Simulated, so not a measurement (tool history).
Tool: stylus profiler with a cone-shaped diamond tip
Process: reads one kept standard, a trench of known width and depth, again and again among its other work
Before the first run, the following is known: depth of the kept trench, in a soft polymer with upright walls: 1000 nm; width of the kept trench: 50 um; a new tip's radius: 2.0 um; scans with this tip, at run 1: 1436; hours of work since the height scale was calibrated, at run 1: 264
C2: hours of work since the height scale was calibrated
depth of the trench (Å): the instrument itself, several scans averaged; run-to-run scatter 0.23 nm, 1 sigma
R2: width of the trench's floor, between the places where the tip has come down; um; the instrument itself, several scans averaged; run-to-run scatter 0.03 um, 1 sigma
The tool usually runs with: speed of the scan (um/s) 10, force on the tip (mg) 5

Run 1, day 0: usual settings; scans with this tip 1436; C2 264. Result: depth of the trench (Å) 10220, R2 46.47 um.
Run 2, day 0.804: usual settings; scans with this tip 1492; C2 274. Result: depth of the trench (Å) 10219, R2 46.45 um.
Run 3, day 1.442: usual settings; scans with this tip 1537; C2 283. Result: depth of the trench (Å) 10216.7, R2 46.41 um.
Run 4, day 2.792: usual settings; scans with this tip 1632; C2 300. Result: depth of the trench (Å) 10219.2, R2 46.45 um.
Run 5, day 4.225: usual settings; scans with this tip 1733; C2 319. Result: depth of the trench (Å) 10219.3, R2 46.44 um.
Run 6, day 5.404: usual settings but speed of the scan (um/s) 35; scans with this tip 1815; C2 334. Result: depth of the trench (Å) 10217.3, R2 46.37 um.
Run 7, day 6.825: usual settings but speed of the scan (um/s) 35; scans with this tip 1915; C2 352. Result: depth of the trench (Å) 10213.2, R2 46.37 um.
Run 8, day 7.433: usual settings; scans with this tip 1958; C2 360. Result: depth of the trench (Å) 10210.9, R2 46.39 um.
Run 9, day 8.808: usual settings; scans with this tip 2054; C2 378. Result: depth of the trench (Å) 10212.1, R2 46.46 um.
Run 10, day 10.192: usual settings; scans with this tip 2152; C2 396. Result: depth of the trench (Å) 10211.8, R2 46.43 um.
Run 11, day 11.433: usual settings; scans with this tip 2239; C2 412. Result: depth of the trench (Å) 10213.5, R2 46.47 um.
Run 12, day 12.746: usual settings; scans with this tip 2331; C2 429. Result: depth of the trench (Å) 10206.7, R2 46.4 um.
Run 13, day 14.092: usual settings; scans with this tip 2426; C2 446. Result: depth of the trench (Å) 10208.2, R2 46.4 um.
Run 14, day 14.692: usual settings; scans with this tip 2468; C2 454. Result: depth of the trench (Å) 10207.1, R2 46.41 um.
Run 15, day 15.838: usual settings but force on the tip (mg) 8.65; scans with this tip 2548; C2 469. Result: depth of the trench (Å) 10315.8, R2 46.42 um.
Run 16, day 16.833: usual settings but force on the tip (mg) 8.65; scans with this tip 2618; C2 482. Result: depth of the trench (Å) 10309.2, R2 46.4 um.
Run 17, day 17.892: usual settings but force on the tip (mg) 8.65; scans with this tip 2692; C2 495. Result: depth of the trench (Å) 10310.6, R2 46.39 um.
Run 18, day 19.312: usual settings but speed of the scan (um/s) 7; scans with this tip 2792; C2 514. Result: depth of the trench (Å) 10207.8, R2 46.35 um.
Run 19, day 20.142: usual settings; scans with this tip 2851; C2 524. Result: depth of the trench (Å) 10206.3, R2 46.36 um.
Run 20, day 20.8: usual settings; scans with this tip 2897; C2 533. Result: depth of the trench (Å) 10204.2, R2 46.37 um.
Run 21, day 22.204: usual settings but speed of the scan (um/s) 5, force on the tip (mg) 9.81; scans with this tip 2995; C2 551. Result: depth of the trench (Å) 10339.2, R2 46.35 um.
Run 22, day 23.458: usual settings but speed of the scan (um/s) 18, force on the tip (mg) 2.53; scans with this tip 3083; C2 567. Result: depth of the trench (Å) 10119.4, R2 46.31 um.
Run 23, day 24.458: usual settings but speed of the scan (um/s) 26, force on the tip (mg) 2.7; scans with this tip 3154; C2 580. Result: depth of the trench (Å) 10125.4, R2 46.32 um.
Run 24, day 25.042: usual settings but speed of the scan (um/s) 29, force on the tip (mg) 1.83; scans with this tip 3195; C2 588. Result: depth of the trench (Å) 10087.8, R2 46.3 um.
Run 25, day 26.204: usual settings but speed of the scan (um/s) 8, force on the tip (mg) 9.87; scans with this tip 3276; C2 603. Result: depth of the trench (Å) 10337.8, R2 46.38 um.
Run 26, day 26.946: usual settings but speed of the scan (um/s) 8, force on the tip (mg) 9.87; scans with this tip 3329; C2 612. Result: depth of the trench (Å) 10337.5, R2 46.32 um.
Run 27, day 27.954: usual settings but speed of the scan (um/s) 17, force on the tip (mg) 12.89; scans with this tip 3399; C2 625. Result: depth of the trench (Å) 10411.7, R2 46.32 um.
Run 28, day 29.254: usual settings but speed of the scan (um/s) 25, force on the tip (mg) 2.59; scans with this tip 3490; C2 642. Result: depth of the trench (Å) 10120, R2 46.24 um.
Run 29, day 30.062: usual settings but speed of the scan (um/s) 5, force on the tip (mg) 7.43; scans with this tip 3547; C2 652. Result: depth of the trench (Å) 10274.1, R2 46.32 um.
Run 30, day 31.4: usual settings but speed of the scan (um/s) 17, force on the tip (mg) 4.28; scans with this tip 3641; C2 670. Result: depth of the trench (Å) 10178.7, R2 46.28 um.

Estimate the outcome of run 31 from the log above:
Run 31, day 32.758: usual settings but speed of the scan (um/s) 16, force on the tip (mg) 1.82; scans with this tip 3737; C2 687. Result: depth of the trench (Å) ?, R2 ?.

{"run 31": {"depth of the trench (Å)": 10087.2, "R2": 46.28}}
Had the tool carried no hidden state, the very same run would have given depth of the trench (Å) 10121.8, R2 46.5 um.
